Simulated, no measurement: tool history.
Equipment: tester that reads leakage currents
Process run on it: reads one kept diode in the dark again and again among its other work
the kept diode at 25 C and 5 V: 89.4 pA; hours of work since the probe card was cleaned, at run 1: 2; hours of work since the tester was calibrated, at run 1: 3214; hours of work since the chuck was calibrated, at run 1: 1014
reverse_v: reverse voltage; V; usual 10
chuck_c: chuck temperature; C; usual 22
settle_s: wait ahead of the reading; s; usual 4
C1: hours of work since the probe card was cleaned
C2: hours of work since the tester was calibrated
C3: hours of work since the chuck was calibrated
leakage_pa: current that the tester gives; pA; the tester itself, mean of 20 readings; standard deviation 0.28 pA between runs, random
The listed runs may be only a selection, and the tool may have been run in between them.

Run 1, hour 0: usual settings; C1 2; C2 3214; C3 1014. Result: leakage_pa 97.89 pA.
Run 2, hour 120.9: usual settings; C1 85; C2 3297; C3 1096. Result: leakage_pa 98.51 pA.
Run 3, hour 212.6: usual settings; C1 147; C2 3359; C3 1158. Result: leakage_pa 99.97 pA.
Run 4, hour 317: usual settings but reverse_v 14.7 V; C1 218; C2 3430; C3 1230. Result: leakage_pa 121.83 pA.
Run 5, hour 452.3: usual settings but reverse_v 14.7 V; C1 310; C2 3522; C3 1322. Result: leakage_pa 123.49 pA.
Run 6, hour 552.9: usual settings but reverse_v 11.4 V; C1 379; C2 3591; C3 1390. Result: leakage_pa 110.26 pA.
Run 7, hour 674.4: usual settings but reverse_v 11.4 V; C1 462; C2 3674; C3 1473. Result: leakage_pa 111.09 pA.
Run 8, hour 748.4: usual settings but reverse_v 11.4 V; C1 512; C2 3724; C3 1523. Result: leakage_pa 112.12 pA.
Run 9, hour 874.9: usual settings but reverse_v 11.4 V; C1 598; C2 3810; C3 1609. Result: leakage_pa 113.99 pA.
At hour 955.5: chuck's temperature calibrated.
Run 10, hour 964.7: usual settings but chuck_c 29 C; C1 658; C2 3870; C3 6. Result: leakage_pa 191.8 pA.
Run 11, hour 1045.1: usual settings; C1 713; C2 3925; C3 61. Result: leakage_pa 102.67 pA.
Run 12, hour 1170.4: usual settings; C1 798; C2 4010; C3 146. Result: leakage_pa 103.53 pA.
Run 13, hour 1256.3: usual settings; C1 856; C2 4068; C3 205. Result: leakage_pa 104.58 pA.
Run 14, hour 1349.5: usual settings but reverse_v 14.6 V; C1 920; C2 4132; C3 268. Result: leakage_pa 127.99 pA.
Run 15, hour 1454.2: usual settings but reverse_v 14.6 V, chuck_c 54 C; C1 991; C2 4203; C3 339. Result: leakage_pa 1919.74 pA.
Run 16, hour 1569.5: usual settings but reverse_v 14.6 V, chuck_c 54 C, settle_s 2.99 s; C1 1069; C2 4281; C3 418. Result: leakage_pa 1942.91 pA.
Run 17, hour 1706.8: usual settings but reverse_v 14.6 V, chuck_c 54 C, settle_s 2.99 s; C1 1163; C2 4375; C3 511. Result: leakage_pa 1940.8 pA.
Run 18, hour 1841.4: usual settings but reverse_v 14.6 V, chuck_c 54 C, settle_s 2.99 s; C1 1255; C2 4467; C3 603. Result: leakage_pa 1940.68 pA.
Run 19, hour 1909.3: usual settings but settle_s 1.4 s; C1 1301; C2 4513; C3 649. Result: leakage_pa 111.26 pA.
Run 20, hour 2044.6: usual settings but chuck_c 30 C; C1 1393; C2 4605; C3 741. Result: leakage_pa 222.57 pA.
Run 21, hour 2166: usual settings but reverse_v 2.6 V, chuck_c 26 C, settle_s 2.87 s; C1 1475; C2 4687; C3 824. Result: leakage_pa 79.48 pA.
Run 22, hour 2263.2: usual settings but reverse_v 2.6 V, chuck_c 29 C, settle_s 2.87 s; C1 1542; C2 4754; C3 890. Result: leakage_pa 104.39 pA.
At hour 2325.2: probe card cleaned and baked.
Run 23, hour 2393.7: usual settings but reverse_v 2.6 V, chuck_c 29 C, settle_s 2.87 s; C1 47; C2 4840; C3 977. Result: leakage_pa 100.91 pA.
At hour 2406.2: tester calibrated.
Run 24, hour 2514.6: usual settings but chuck_c 29 C, settle_s 1.35 s; C1 128; C2 74; C3 1058. Result: leakage_pa 192.32 pA.
Run 25, hour 2626.3: usual settings but settle_s 2.81 s; C1 204; C2 150; C3 1134. Result: leakage_pa 100.42 pA.
Run 26, hour 2703.2: usual settings but reverse_v 14.4 V, chuck_c 32 C, settle_s 1.71 s; C1 256; C2 202; C3 1186. Result: leakage_pa 300.31 pA.
Run 27, hour 2837.9: usual settings but reverse_v 14.4 V, chuck_c 32 C, settle_s 1.71 s; C1 348; C2 294; C3 1278. Result: leakage_pa 305.71 pA.
Run 28, hour 2919.8: usual settings but reverse_v 10.8 V; C1 403; C2 350; C3 1334. Result: leakage_pa 107.07 pA.
Run 29, hour 3007.1: usual settings but reverse_v 1 V, chuck_c 34 C, settle_s 1.54 s; C1 463; C2 409; C3 1393. Result: leakage_pa 102.65 pA.
Run 30, hour 3123.2: usual settings but reverse_v 1 V, chuck_c 34 C, settle_s 1.54 s; C1 542; C2 488; C3 1472. Result: leakage_pa 102.69 pA.
Run 31, hour 3201.7: usual settings but reverse_v 1 V, chuck_c 24 C, settle_s 4.09 s; C1 595; C2 542; C3 1526. Result: leakage_pa 41.1 pA.
Run 32, hour 3309.9: usual settings but reverse_v 1 V, chuck_c 24 C, settle_s 4.09 s; C1 669; C2 615; C3 1599. Result: leakage_pa 41.33 pA.
At hour 3412.8: chuck's temperature calibrated.
Run 33, hour 3426.7: usual settings but reverse_v 9.3 V, settle_s 1.29 s; C1 747; C2 693; C3 9. Result: leakage_pa 99.76 pA.
Run 34, hour 3539.8: usual settings but reverse_v 9.3 V, settle_s 1.29 s; C1 824; C2 770; C3 86. Result: leakage_pa 101.29 pA.
Run 35, hour 3636.5: usual settings but settle_s 5.95 s; C1 890; C2 836; C3 152. Result: leakage_pa 105.25 pA.
Run 36, hour 3700.8: usual settings but reverse_v 13.7 V, chuck_c 29 C; C1 934; C2 880; C3 196. Result: leakage_pa 230.65 pA.
Run 37, hour 3795.4: usual settings but reverse_v 13.7 V, chuck_c 35 C; C1 998; C2 944; C3 260. Result: leakage_pa 392.02 pA.
Run 38, hour 3901: usual settings but reverse_v 6.7 V, chuck_c 21 C, settle_s 3.14 s; C1 1070; C2 1016; C3 332. Result: leakage_pa 80.07 pA.

What will run 39 give?
Run 39, hour 4010.8: usual settings but reverse_v 6.7 V, chuck_c 21 C, settle_s 3.14 s; C1 1145; C2 1091; C3 407. Result: leakage_pa ?.

Run 39 measured leakage_pa 80.9 pA.
If the tool had no hidden condition, the same run with the same run-to-run variation would have returned leakage_pa 70.23 pA.
